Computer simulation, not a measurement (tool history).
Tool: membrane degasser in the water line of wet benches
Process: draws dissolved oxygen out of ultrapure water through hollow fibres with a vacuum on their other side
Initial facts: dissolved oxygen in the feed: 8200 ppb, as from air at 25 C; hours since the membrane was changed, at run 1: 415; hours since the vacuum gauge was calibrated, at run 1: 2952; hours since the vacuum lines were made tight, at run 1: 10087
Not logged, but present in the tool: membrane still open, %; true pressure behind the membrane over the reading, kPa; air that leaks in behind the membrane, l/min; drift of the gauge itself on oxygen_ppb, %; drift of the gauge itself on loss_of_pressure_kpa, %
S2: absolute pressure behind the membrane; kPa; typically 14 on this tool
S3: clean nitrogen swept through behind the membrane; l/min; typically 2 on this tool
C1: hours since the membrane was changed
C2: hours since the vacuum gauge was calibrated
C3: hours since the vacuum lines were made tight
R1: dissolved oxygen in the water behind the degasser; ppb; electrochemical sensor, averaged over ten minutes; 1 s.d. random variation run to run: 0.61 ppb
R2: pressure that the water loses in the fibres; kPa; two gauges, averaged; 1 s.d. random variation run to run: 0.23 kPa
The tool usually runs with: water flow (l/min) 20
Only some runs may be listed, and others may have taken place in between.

{"run": 1, "hour": 0.0, "water flow (l/min)": 20, "S2": 14, "S3": 2, "C1": 415, "C2": 2952, "C3": 10087, "R1": 262.3, "R2": 56.16}
{"run": 2, "hour": 43.9, "water flow (l/min)": 20, "S2": 14, "S3": 2, "C1": 459, "C2": 2996, "C3": 10131, "R1": 261.1, "R2": 56.3}
{"run": 3, "hour": 79.4, "water flow (l/min)": 20, "S2": 14, "S3": 1.69, "C1": 495, "C2": 3032, "C3": 10167, "R1": 303.8, "R2": 56.4}
{"run": 4, "hour": 108.5, "water flow (l/min)": 20, "S2": 14, "S3": 2, "C1": 524, "C2": 3061, "C3": 10196, "R1": 262.3, "R2": 55.94}
{"run": 5, "hour": 129.8, "water flow (l/min)": 20, "S2": 14, "S3": 2, "C1": 545, "C2": 3082, "C3": 10217, "R1": 262.7, "R2": 55.88}
{"run": 6, "hour": 165.8, "water flow (l/min)": 20, "S2": 14, "S3": 2, "C1": 581, "C2": 3118, "C3": 10253, "R1": 261, "R2": 56.22}
{"run": 7, "hour": 192.0, "water flow (l/min)": 20, "S2": 14, "S3": 2, "C1": 607, "C2": 3144, "C3": 10279, "R1": 262.5, "R2": 55.92}
{"run": 8, "hour": 227.7, "water flow (l/min)": 20, "S2": 14, "S3": 2, "C1": 643, "C2": 3180, "C3": 10315, "R1": 261.4, "R2": 56.08}
{"run": 9, "hour": 258.8, "water flow (l/min)": 14, "S2": 14, "S3": 2, "C1": 674, "C2": 3211, "C3": 10346, "R1": 182.3, "R2": 39.25}
{"hour": 262.2, "done": "vacuum gauge calibrated"}
{"run": 10, "hour": 282.7, "water flow (l/min)": 20, "S2": 14, "S3": 4.36, "C1": 697, "C2": 21, "C3": 10369, "R1": 132.9, "R2": 55.94}
{"run": 11, "hour": 301.4, "water flow (l/min)": 20, "S2": 14, "S3": 4.36, "C1": 716, "C2": 39, "C3": 10388, "R1": 133.1, "R2": 56.18}
{"run": 12, "hour": 342.5, "water flow (l/min)": 20, "S2": 14, "S3": 4.36, "C1": 757, "C2": 80, "C3": 10429, "R1": 132.2, "R2": 55.8}
{"run": 13, "hour": 379.6, "water flow (l/min)": 20, "S2": 14, "S3": 4.36, "C1": 794, "C2": 117, "C3": 10466, "R1": 132.9, "R2": 56.35}
{"run": 14, "hour": 403.6, "water flow (l/min)": 20, "S2": 14, "S3": 2.78, "C1": 818, "C2": 141, "C3": 10490, "R1": 198.1, "R2": 56.55}
{"hour": 429.6, "done": "vacuum gauge calibrated, once more"}
{"run": 15, "hour": 446.3, "water flow (l/min)": 20, "S2": 14, "S3": 2.78, "C1": 861, "C2": 17, "C3": 10533, "R1": 197.1, "R2": 56.1}
{"run": 16, "hour": 474.3, "water flow (l/min)": 20, "S2": 14, "S3": 1.34, "C1": 889, "C2": 45, "C3": 10561, "R1": 370.4, "R2": 56.05}
{"run": 17, "hour": 520.0, "water flow (l/min)": 25, "S2": 26.4, "S3": 3.87, "C1": 934, "C2": 90, "C3": 10606, "R1": 385.6, "R2": 70.55}
{"run": 18, "hour": 565.6, "water flow (l/min)": 15, "S2": 26.4, "S3": 2.18, "C1": 980, "C2": 136, "C3": 10652, "R1": 376, "R2": 42.34}
{"run": 19, "hour": 588.6, "water flow (l/min)": 15, "S2": 26.4, "S3": 2.18, "C1": 1003, "C2": 159, "C3": 10675, "R1": 375.8, "R2": 41.81}
{"run": 20, "hour": 626.5, "water flow (l/min)": 15, "S2": 26.4, "S3": 2.18, "C1": 1041, "C2": 197, "C3": 10713, "R1": 373.3, "R2": 41.94}
{"run": 21, "hour": 671.4, "water flow (l/min)": 15, "S2": 26.4, "S3": 2.18, "C1": 1086, "C2": 242, "C3": 10758, "R1": 375.3, "R2": 41.9}
{"run": 22, "hour": 700.6, "water flow (l/min)": 15, "S2": 26.4, "S3": 2.18, "C1": 1115, "C2": 271, "C3": 10787, "R1": 374.7, "R2": 41.56}
{"run": 23, "hour": 727.9, "water flow (l/min)": 20, "S2": 30, "S3": 3.66, "C1": 1142, "C2": 298, "C3": 10814, "R1": 357.3, "R2": 56.08}
{"run": 24, "hour": 754.1, "water flow (l/min)": 14, "S2": 25.7, "S3": 2, "C1": 1168, "C2": 325, "C3": 10840, "R1": 369.6, "R2": 39.36}
{"run": 25, "hour": 776.6, "water flow (l/min)": 17, "S2": 14, "S3": 1.66, "C1": 1191, "C2": 347, "C3": 10863, "R1": 261.9, "R2": 47.95}
{"run": 26, "hour": 814.8, "water flow (l/min)": 20, "S2": 15.5, "S3": 1.67, "C1": 1229, "C2": 385, "C3": 10901, "R1": 347.6, "R2": 56.42}
{"run": 27, "hour": 845.0, "water flow (l/min)": 27, "S2": 12.2, "S3": 1.67, "C1": 1259, "C2": 415, "C3": 10931, "R1": 373.5, "R2": 75.48}
{"run": 28, "hour": 874.7, "water flow (l/min)": 17, "S2": 11.9, "S3": 4.06, "C1": 1289, "C2": 445, "C3": 10961, "R1": 94.7, "R2": 48.36}
{"run": 29, "hour": 901.1, "water flow (l/min)": 17, "S2": 11.9, "S3": 4.06, "C1": 1315, "C2": 472, "C3": 10987, "R1": 94.8, "R2": 47.68}
{"run": 30, "hour": 940.0, "water flow (l/min)": 20, "S2": 29.3, "S3": 3.11, "C1": 1354, "C2": 510, "C3": 11026, "R1": 404.3, "R2": 55.66}
{"run": 31, "hour": 970.6, "water flow (l/min)": 22, "S2": 25.2, "S3": 2, "C1": 1385, "C2": 541, "C3": 11057, "R1": 556.9, "R2": 61.98}

What if the next run were any one of these 4? Each begins from the tool's condition after run 31:
{"run": "A", "hour": 1012.9, "water flow (l/min)": 31, "S2": 11.7, "S3": 5.46, "C1": 1427, "C2": 583, "C3": 11099, "R1": "?", "R2": "?"}
{"run": "B", "hour": 1012.9, "water flow (l/min)": 22, "S2": 22.2, "S3": 2.41, "C1": 1427, "C2": 583, "C3": 11099, "R1": "?", "R2": "?"}
{"run": "C", "hour": 1012.9, "water flow (l/min)": 20, "S2": 14.4, "S3": 2.02, "C1": 1427, "C2": 583, "C3": 11099, "R1": "?", "R2": "?"}
{"run": "D", "hour": 1012.9, "water flow (l/min)": 14, "S2": 14, "S3": 2, "C1": 1427, "C2": 583, "C3": 11099, "R1": "?", "R2": "?"}

run=A R1=210 R2=86.82
run=B R1=417.6 R2=61.87
run=C R1=270.5 R2=56.36
run=D R1=182.7 R2=39.54
Take away the tool's hidden state, keep each run's random variation, and the runs would have read:
run=A R1=207 R2=86.51
run=B R1=413.2 R2=61.66
run=C R1=266.9 R2=56.16
run=D R1=179.6 R2=39.4

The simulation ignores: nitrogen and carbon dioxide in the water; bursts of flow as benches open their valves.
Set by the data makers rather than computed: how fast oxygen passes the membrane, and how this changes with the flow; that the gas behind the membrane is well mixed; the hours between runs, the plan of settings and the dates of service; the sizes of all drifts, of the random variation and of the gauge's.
